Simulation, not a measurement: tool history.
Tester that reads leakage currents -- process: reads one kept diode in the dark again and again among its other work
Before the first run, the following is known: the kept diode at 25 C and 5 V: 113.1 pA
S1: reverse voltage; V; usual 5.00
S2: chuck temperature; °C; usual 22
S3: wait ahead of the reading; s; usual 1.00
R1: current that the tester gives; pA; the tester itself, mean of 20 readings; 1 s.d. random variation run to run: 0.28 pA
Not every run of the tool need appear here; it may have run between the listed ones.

Run 1, hour 0.0: usual settings. Result: R1 91.78 pA.
Run 2, hour 226.0: usual settings. Result: R1 91.91 pA.
Run 3, hour 479.7: usual settings but S3 0.76 s. Result: R1 91.49 pA.
Run 4, hour 718.5: usual settings but S1 14.59 V. Result: R1 184.44 pA.
Run 5, hour 895.3: usual settings. Result: R1 90.75 pA.
At hour 920.1: tester calibrated.
At hour 1013.1: chuck's temperature calibrated.
Run 6, hour 1038.3: usual settings. Result: R1 101.90 pA.
Run 7, hour 1292.0: usual settings. Result: R1 100.93 pA.
Run 8, hour 1538.6: usual settings. Result: R1 101.28 pA.
Run 9, hour 1691.5: usual settings. Result: R1 100.29 pA.
Run 10, hour 1936.7: usual settings but S1 2.31 V, S2 20 °C, S3 1.26 s. Result: R1 53.08 pA.
Run 11, hour 2076.8: usual settings but S1 13.86 V, S3 4.68 s. Result: R1 195.27 pA.
At hour 2180.5: tester calibrated, once more.
Run 12, hour 2229.7: usual settings but S2 23 °C, S3 5.58 s. Result: R1 107.30 pA.
Run 13, hour 2447.6: usual settings but S2 23 °C, S3 5.58 s. Result: R1 107.06 pA.
Run 14, hour 2598.5: usual settings but S3 0.64 s. Result: R1 101.30 pA.
At hour 2692.0: probe card cleaned and baked.
Run 15, hour 2785.4: usual settings but S1 8.62 V, S2 26 °C, S3 0.77 s. Result: R1 160.03 pA.
Run 16, hour 2899.9: usual settings but S1 1.87 V, S3 0.83 s. Result: R1 47.17 pA.
Run 17, hour 3125.7: usual settings but S2 30 °C. Result: R1 153.99 pA.

Here are 3 independent what-if runs from the current tool condition. What would each one return?
Run A, hour 3241.8: usual settings but S1 3.18 V, S2 54 °C. Result: R1 ?.
Run B, hour 3241.8: usual settings but S1 5.84 V, S2 56 °C, S3 4.69 s. Result: R1 ?.
Run C, hour 3241.8: usual settings but S2 24 °C. Result: R1 ?.

run      R1
  A  600.63
  B  982.54
  C   98.51
Without the tool's unlogged condition, the same runs would have read:
run       R1
  A   647.81
  B  1058.66
  C   106.34

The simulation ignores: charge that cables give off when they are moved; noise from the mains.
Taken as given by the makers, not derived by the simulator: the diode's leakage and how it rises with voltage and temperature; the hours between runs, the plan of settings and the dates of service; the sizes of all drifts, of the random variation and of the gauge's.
